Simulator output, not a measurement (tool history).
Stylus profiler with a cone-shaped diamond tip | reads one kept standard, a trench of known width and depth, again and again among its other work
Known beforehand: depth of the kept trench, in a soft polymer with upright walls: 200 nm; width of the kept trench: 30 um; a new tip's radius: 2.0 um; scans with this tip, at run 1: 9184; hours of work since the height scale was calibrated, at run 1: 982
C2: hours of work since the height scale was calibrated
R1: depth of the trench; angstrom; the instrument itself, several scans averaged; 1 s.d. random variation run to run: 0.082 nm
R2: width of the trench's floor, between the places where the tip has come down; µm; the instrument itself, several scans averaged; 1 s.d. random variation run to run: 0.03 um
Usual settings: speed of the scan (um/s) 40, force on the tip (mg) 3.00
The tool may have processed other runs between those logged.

Run 1, hour 0.0: usual settings; scans with this tip 9184; C2 982. Result: R1 2032.8 angstrom, R2 27.43 µm.
Run 2, hour 36.8: usual settings; scans with this tip 9445; C2 1010. Result: R1 2034.5 angstrom, R2 27.38 µm.
Run 3, hour 69.4: usual settings but speed of the scan (um/s) 79; scans with this tip 9676; C2 1035. Result: R1 2033.2 angstrom, R2 27.20 µm.
Run 4, hour 112.8: usual settings but speed of the scan (um/s) 79; scans with this tip 9983; C2 1068. Result: R1 2033.5 angstrom, R2 27.24 µm.
Run 5, hour 148.2: usual settings but speed of the scan (um/s) 79; scans with this tip 10233; C2 1094. Result: R1 2030.5 angstrom, R2 27.21 µm.
Run 6, hour 202.8: usual settings but force on the tip (mg) 5.13; scans with this tip 10620; C2 1136. Result: R1 2048.9 angstrom, R2 27.36 µm.
Run 7, hour 241.0: usual settings but force on the tip (mg) 5.13; scans with this tip 10890; C2 1165. Result: R1 2048.4 angstrom, R2 27.35 µm.
Run 8, hour 293.5: usual settings but force on the tip (mg) 5.13; scans with this tip 11262; C2 1204. Result: R1 2048.2 angstrom, R2 27.37 µm.
Run 9, hour 356.2: usual settings but speed of the scan (um/s) 15; scans with this tip 11706; C2 1252. Result: R1 2031.4 angstrom, R2 27.43 µm.
Run 10, hour 406.9: usual settings but force on the tip (mg) 1.18; scans with this tip 12065; C2 1290. Result: R1 2013.5 angstrom, R2 27.18 µm.
Run 11, hour 455.1: usual settings but force on the tip (mg) 1.18; scans with this tip 12406; C2 1327. Result: R1 2012.7 angstrom, R2 27.19 µm.
Run 12, hour 488.0: usual settings but speed of the scan (um/s) 112, force on the tip (mg) 1.18; scans with this tip 12639; C2 1352. Result: R1 2012.3 angstrom, R2 26.68 µm.
Run 13, hour 550.6: usual settings; scans with this tip 13082; C2 1399. Result: R1 2031.9 angstrom, R2 27.26 µm.
At hour 598.4: new tip fitted, height scale calibrated.
Run 14, hour 601.7: usual settings; scans with this tip 23; C2 2. Result: R1 2038.8 angstrom, R2 28.10 µm.
Run 15, hour 647.9: usual settings but force on the tip (mg) 2.59; scans with this tip 350; C2 37. Result: R1 2034.1 angstrom, R2 28.04 µm.
Run 16, hour 710.7: usual settings but force on the tip (mg) 2.59; scans with this tip 795; C2 85. Result: R1 2033.2 angstrom, R2 28.01 µm.
Run 17, hour 750.7: usual settings but force on the tip (mg) 1.73; scans with this tip 1078; C2 115. Result: R1 2025.6 angstrom, R2 27.90 µm.
Run 18, hour 787.8: usual settings but force on the tip (mg) 1.73; scans with this tip 1340; C2 143. Result: R1 2024.6 angstrom, R2 27.96 µm.
Run 19, hour 825.3: usual settings but force on the tip (mg) 1.01; scans with this tip 1606; C2 172. Result: R1 2017.8 angstrom, R2 27.77 µm.
Run 20, hour 854.6: usual settings but force on the tip (mg) 1.01; scans with this tip 1814; C2 194. Result: R1 2018.5 angstrom, R2 27.78 µm.
Run 21, hour 909.8: usual settings but force on the tip (mg) 1.01; scans with this tip 2204; C2 236. Result: R1 2016.6 angstrom, R2 27.82 µm.
Run 22, hour 957.4: usual settings but force on the tip (mg) 6.14; scans with this tip 2542; C2 272. Result: R1 2061.0 angstrom, R2 27.97 µm.
Run 23, hour 983.9: usual settings but force on the tip (mg) 6.14; scans with this tip 2729; C2 292. Result: R1 2060.4 angstrom, R2 27.89 µm.
Run 24, hour 1043.2: usual settings but force on the tip (mg) 6.14; scans with this tip 3149; C2 337. Result: R1 2061.0 angstrom, R2 27.87 µm.

Forecast run 25:
Run 25, hour 1088.3: usual settings but force on the tip (mg) 6.14; scans with this tip 3468; C2 371. Result: R1 ?, R2 ?.

{"run 25": {"R1": 2058.5, "R2": 27.87}}
With no hidden state in the tool, this same run would have given R1 2061.7 angstrom, R2 28.14 µm.
